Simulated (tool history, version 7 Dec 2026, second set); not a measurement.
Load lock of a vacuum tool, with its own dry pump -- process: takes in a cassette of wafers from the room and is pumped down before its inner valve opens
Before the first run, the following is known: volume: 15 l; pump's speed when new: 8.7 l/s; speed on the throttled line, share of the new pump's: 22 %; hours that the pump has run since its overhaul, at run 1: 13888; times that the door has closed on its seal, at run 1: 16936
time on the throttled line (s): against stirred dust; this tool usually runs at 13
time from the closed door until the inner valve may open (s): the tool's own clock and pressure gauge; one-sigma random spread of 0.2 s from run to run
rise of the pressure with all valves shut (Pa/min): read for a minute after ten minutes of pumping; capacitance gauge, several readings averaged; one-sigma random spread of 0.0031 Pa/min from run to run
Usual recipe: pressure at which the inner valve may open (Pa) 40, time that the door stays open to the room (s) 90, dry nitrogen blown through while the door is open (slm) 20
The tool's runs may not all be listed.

run      day  time on the throttled line (s)  pressure at which the inner valve may open (Pa)  time that the door stays open to the room (s)  dry nitrogen blown through while the door is open (slm)  hours that the pump has run since its overhaul  times that the door has closed on its seal  incoming humidity of the room's air, %  time from the closed door until the inner valve may open (s)  rise of the pressure with all valves shut (Pa/min)
  1        0                              13                                               40                                             90                                                       20                                           13888                                       16936                                    45.1                                                          23.8                                               0.083
  2    7.079                              13                                               40                                             90                                                       20                                           14058                                       17467                                    40.9                                                          23.7                                                0.07
  3   12.458                              13                                               34                                             90                                                       20                                           14188                                       17871                                    44.8                                                          23.9                                               0.076
  4   19.129                              13                                               34                                             90                                                       20                                           14348                                       18371                                    44.3                                                            24                                               0.079
  5   27.438                              13                                               32                                             90                                                       20                                           14547                                       18995                                    48.4                                                          23.8                                               0.085
  6     31.3                              13                                               32                                             90                                                       20                                           14640                                       19284                                    42.2                                                          24.1                                               0.078
  7   35.375                              13                                               32                                             90                                                       20                                           14737                                       19590                                    44.2                                                          24.1                                               0.078
  8   44.488                              13                                               32                                             90                                                       20                                           14956                                       20274                                    45.6                                                          23.7                                               0.086
  9   53.579                              13                                               40                                             65                                                       20                                           15174                                       20957                                    47.8                                                          23.9                                                0.07
 10   61.975                              13                                               40                                             65                                                       20                                           15376                                       21587                                    44.9                                                          23.8                                               0.064
 11   65.846                              13                                               41                                             65                                                       20                                           15469                                       21877                                    44.3                                                          23.5                                               0.063
 12   71.654                              13                                               41                                             65                                                       20                                           15608                                       22313                                    42.2                                                          23.7                                               0.067
 13   78.638                              13                                               41                                             65                                                       20                                           15776                                       22837                                    40.7                                                          23.9                                               0.059
 14   85.746                              13                                               41                                             65                                                       20                                           15946                                       23370                                    44.6                                                          23.6                                               0.067
      93.829  -- dry pump taken out, an overhauled one fitted
 15   94.933                              13                                               41                                             65                                                       20                                              27                                       24041                                    46.2                                                          23.4                                               0.064
 16  104.079                              13                                               41                                             65                                                       20                                             246                                       24728                                    42.4                                                          23.6                                               0.062
 17  108.504                              13                                               41                                             65                                                       20                                             352                                       25060                                    46.1                                                          23.3                                               0.071
 18  114.179                              13                                               41                                             65                                                       20                                             488                                       25486                                    44.4                                                          23.7                                               0.065
 19  120.346                              25                                               43                                            189                                                        5                                             636                                       25948                                    42.7                                                          32.8                                               0.163
 20  129.246                              13                                               42                                             90                                                        6                                             850                                       26616                                    42.5                                                          23.5                                               0.098
 21  133.779                              13                                               40                                            112                                                        6                                             959                                       26956                                    42.4                                                          23.5                                               0.116

Run 22 is up next; what results do you expect?
 22  140.971                               8                                               40                                             43                                                       20                                            1131                                       27496                                    47.2                                                             ?                                                   ?

time from the closed door until the inner valve may open (s): 19.9
rise of the pressure with all valves shut (Pa/min): 0.055
Take away the tool's hidden state, keep the run-to-run variation as it was, and the same run would have given time from the closed door until the inner valve may open (s) 19.9, rise of the pressure with all valves shut (Pa/min) 0.055.
